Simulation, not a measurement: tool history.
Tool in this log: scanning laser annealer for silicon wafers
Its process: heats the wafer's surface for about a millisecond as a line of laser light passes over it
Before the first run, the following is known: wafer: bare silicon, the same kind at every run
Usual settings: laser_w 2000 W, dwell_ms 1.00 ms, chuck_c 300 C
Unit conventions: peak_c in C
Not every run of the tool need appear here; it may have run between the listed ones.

run   hour  laser_w  dwell_ms  chuck_c  peak_c
  1    0.0     2000      1.00      300    1100
  2   14.1     2000      1.00      300    1098
  3   35.4     2000      1.00      300    1097
  4   64.0     2000      1.00      300    1095
  5   91.1     2000      0.77      300     987
  6  108.8     2000      0.77      300     987
  7  128.2     2000      0.77      300     987
     132.0  -- window over the wafer cleaned
  8  142.9     2028      1.20      261    1153
  9  160.0     2028      1.20      325    1217

Run 10 is up next; what results do you expect?
 10  171.7     2028      1.20      325       ?

peak_c: 1221 C
Take away the tool's hidden state, keep the run-to-run variation as it was, and the same run would have given peak_c 1236 C.
